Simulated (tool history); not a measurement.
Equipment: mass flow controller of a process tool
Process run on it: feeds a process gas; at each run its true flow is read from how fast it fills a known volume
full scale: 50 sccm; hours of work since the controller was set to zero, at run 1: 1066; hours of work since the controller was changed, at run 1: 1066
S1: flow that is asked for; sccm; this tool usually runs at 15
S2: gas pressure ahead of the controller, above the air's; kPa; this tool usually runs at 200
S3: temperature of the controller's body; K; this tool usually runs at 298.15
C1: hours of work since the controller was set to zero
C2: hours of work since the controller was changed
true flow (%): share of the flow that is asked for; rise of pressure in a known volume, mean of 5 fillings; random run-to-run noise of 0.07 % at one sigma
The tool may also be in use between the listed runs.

Run 1, hour 0.0: usual settings; C1 1066; C2 1066. Result: true flow (%) 97.89.
Run 2, hour 121.6: usual settings but S1 16 sccm; C1 1142; C2 1142. Result: true flow (%) 97.88.
Run 3, hour 302.2: usual settings but S2 162 kPa; C1 1254; C2 1254. Result: true flow (%) 97.58.
Run 4, hour 594.0: usual settings but S2 162 kPa; C1 1436; C2 1436. Result: true flow (%) 97.53.
Run 5, hour 878.6: usual settings but S2 162 kPa; C1 1614; C2 1614. Result: true flow (%) 97.54.
Run 6, hour 1151.2: usual settings but S2 162 kPa; C1 1783; C2 1783. Result: true flow (%) 97.33.
Run 7, hour 1338.8: usual settings but S2 162 kPa; C1 1900; C2 1900. Result: true flow (%) 97.46.
Run 8, hour 1573.1: usual settings but S3 300.15 K; C1 2046; C2 2046. Result: true flow (%) 97.65.
Run 9, hour 1820.9: usual settings; C1 2201; C2 2201. Result: true flow (%) 97.58.
Run 10, hour 1981.8: usual settings; C1 2301; C2 2301. Result: true flow (%) 97.34.
Run 11, hour 2219.5: usual settings; C1 2449; C2 2449. Result: true flow (%) 97.50.
Run 12, hour 2427.7: usual settings but S3 311.15 K; C1 2579; C2 2579. Result: true flow (%) 98.17.
Run 13, hour 2571.0: usual settings but S1 12 sccm, S2 146 kPa; C1 2668; C2 2668. Result: true flow (%) 96.87.
Run 14, hour 2775.5: usual settings but S2 156 kPa, S3 312.15 K; C1 2796; C2 2796. Result: true flow (%) 97.92.
Run 15, hour 2994.0: usual settings but S2 156 kPa, S3 312.15 K; C1 2932; C2 2932. Result: true flow (%) 97.90.
Run 16, hour 3214.9: usual settings but S1 26 sccm, S2 144 kPa, S3 308.15 K; C1 3069; C2 3069. Result: true flow (%) 98.22.
Run 17, hour 3375.7: usual settings but S1 6 sccm, S2 242 kPa, S3 302.15 K; C1 3170; C2 3170. Result: true flow (%) 97.13.
Run 18, hour 3544.3: usual settings but S1 12 sccm, S2 219 kPa, S3 302.15 K; C1 3275; C2 3275. Result: true flow (%) 97.47.
Run 19, hour 3827.2: usual settings but S1 12 sccm, S2 219 kPa, S3 302.15 K; C1 3451; C2 3451. Result: true flow (%) 97.43.
Run 20, hour 4108.9: usual settings but S1 38 sccm, S2 262 kPa, S3 307.15 K; C1 3627; C2 3627. Result: true flow (%) 99.48.
Run 21, hour 4319.3: usual settings but S1 7 sccm, S2 222 kPa, S3 308.15 K; C1 3758; C2 3758. Result: true flow (%) 97.34.
Run 22, hour 4499.2: usual settings but S1 7 sccm, S2 222 kPa, S3 308.15 K; C1 3870; C2 3870. Result: true flow (%) 97.31.
Run 23, hour 4737.9: usual settings but S1 7 sccm, S2 222 kPa, S3 308.15 K; C1 4019; C2 4019. Result: true flow (%) 97.17.

5 options for the next run, each taken on its own from the tool as it stands now. Forecast them:
Run A, hour 4891.4: usual settings but S1 9 sccm, S2 247 kPa, S3 308.15 K; C1 4114; C2 4114. Result: true flow (%) ?.
Run B, hour 4891.4: usual settings but S3 302.15 K; C1 4114; C2 4114. Result: true flow (%) ?.
Run C, hour 4891.4: usual settings but S1 12 sccm, S2 236 kPa, S3 309.15 K; C1 4114; C2 4114. Result: true flow (%) ?.
Run D, hour 4891.4: usual settings but S3 303.15 K; C1 4114; C2 4114. Result: true flow (%) ?.
Run E, hour 4891.4: usual settings but S1 7 sccm, S2 190 kPa, S3 306.15 K; C1 4114; C2 4114. Result: true flow (%) ?.

run  true flow (%)
  A          97.52
  B          97.39
  C          97.65
  D          97.31
  E          96.93
What these runs would have given with no unlogged condition in the tool:
run  true flow (%)
  A          98.32
  B          98.18
  C          98.44
  D          98.10
  E          97.73

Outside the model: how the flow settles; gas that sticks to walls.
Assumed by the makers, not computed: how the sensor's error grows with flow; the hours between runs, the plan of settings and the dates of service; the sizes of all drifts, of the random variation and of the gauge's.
